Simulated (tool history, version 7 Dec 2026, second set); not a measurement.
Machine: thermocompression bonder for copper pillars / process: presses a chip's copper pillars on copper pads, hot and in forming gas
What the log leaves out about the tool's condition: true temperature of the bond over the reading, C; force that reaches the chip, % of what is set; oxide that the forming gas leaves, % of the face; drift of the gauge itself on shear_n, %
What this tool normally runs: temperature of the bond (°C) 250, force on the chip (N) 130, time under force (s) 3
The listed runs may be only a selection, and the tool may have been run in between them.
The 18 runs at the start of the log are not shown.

| run | hour | temperature of the bond (°C) | force on the chip (N) | time under force (s) | hours of work since the heater was calibrated | hours of work since the force cell was calibrated | hours of work since the gas filter was changed | force that shears a chip off (N) |
|---|---|---|---|---|---|---|---|---|
|  | 153.9 | forming gas filter changed |
| 19 | 156.4 | 250 | 107 | 3 | 368 | 412 | 2 | 57.0 |
| 20 | 162.3 | 250 | 107 | 3 | 373 | 416 | 6 | 56.3 |
| 21 | 174.1 | 265 | 97 | 3 | 381 | 425 | 15 | 62.8 |
|  | 176.9 | heater calibrated with a thermocouple chip |
| 22 | 182.0 | 250 | 180 | 3 | 4 | 430 | 20 | 85.8 |
| 23 | 192.3 | 250 | 161 | 3 | 12 | 438 | 28 | 79.4 |
| 24 | 201.5 | 267 | 161 | 3 | 19 | 445 | 35 | 91.6 |
|  | 208.3 | heater calibrated with a thermocouple chip, once more |
| 25 | 208.7 | 250 | 170 | 3 | 0 | 449 | 39 | 80.3 |
| 26 | 215.4 | 225 | 98 | 7 | 5 | 454 | 44 | 48.3 |
| 27 | 224.5 | 225 | 98 | 9 | 12 | 461 | 51 | 53.7 |
| 28 | 230.8 | 236 | 130 | 8 | 17 | 465 | 56 | 74.7 |
| 29 | 239.1 | 236 | 130 | 8 | 24 | 472 | 62 | 75.6 |
| 30 | 244.0 | 236 | 130 | 8 | 27 | 475 | 66 | 75.6 |
| 31 | 254.9 | 236 | 130 | 8 | 35 | 484 | 74 | 75.4 |
| 32 | 262.3 | 236 | 165 | 7 | 41 | 489 | 80 | 85.1 |
| 33 | 273.5 | 230 | 165 | 2 | 50 | 498 | 88 | 53.3 |
| 34 | 281.0 | 260 | 106 | 5 | 55 | 504 | 94 | 72.4 |
| 35 | 292.8 | 263 | 122 | 8 | 64 | 513 | 103 | 92.8 |
| 36 | 300.0 | 263 | 122 | 8 | 70 | 518 | 108 | 92.9 |
| 37 | 305.7 | 263 | 122 | 8 | 74 | 522 | 113 | 93.3 |
| 38 | 312.3 | 220 | 130 | 5 | 79 | 527 | 118 | 51.6 |
| 39 | 319.8 | 229 | 170 | 6 | 85 | 533 | 123 | 76.8 |
| 40 | 329.3 | 229 | 170 | 6 | 92 | 540 | 131 | 77.6 |

Consider 4 possible next runs. They are alternatives, not a sequence: every one starts from the tool as it was left by run 40. What does each give?
| A | 337.3 | 224 | 86 | 6 | 98 | 547 | 137 | ? |
| B | 337.3 | 275 | 147 | 2 | 98 | 547 | 137 | ? |
| C | 337.3 | 266 | 144 | 6 | 98 | 547 | 137 | ? |
| D | 337.3 | 221 | 166 | 8 | 98 | 547 | 137 | ? |

| run | force that shears a chip off (N) |
|---|---|
| A | 39.2 |
| B | 81.7 |
| C | 96.9 |
| D | 75.4 |
With the hidden condition removed and each run's random variation left untouched, the same runs would have given:
| run | force that shears a chip off (N) |
|---|---|
| A | 40.1 |
| B | 83.4 |
| C | 98.6 |
| D | 76.8 |

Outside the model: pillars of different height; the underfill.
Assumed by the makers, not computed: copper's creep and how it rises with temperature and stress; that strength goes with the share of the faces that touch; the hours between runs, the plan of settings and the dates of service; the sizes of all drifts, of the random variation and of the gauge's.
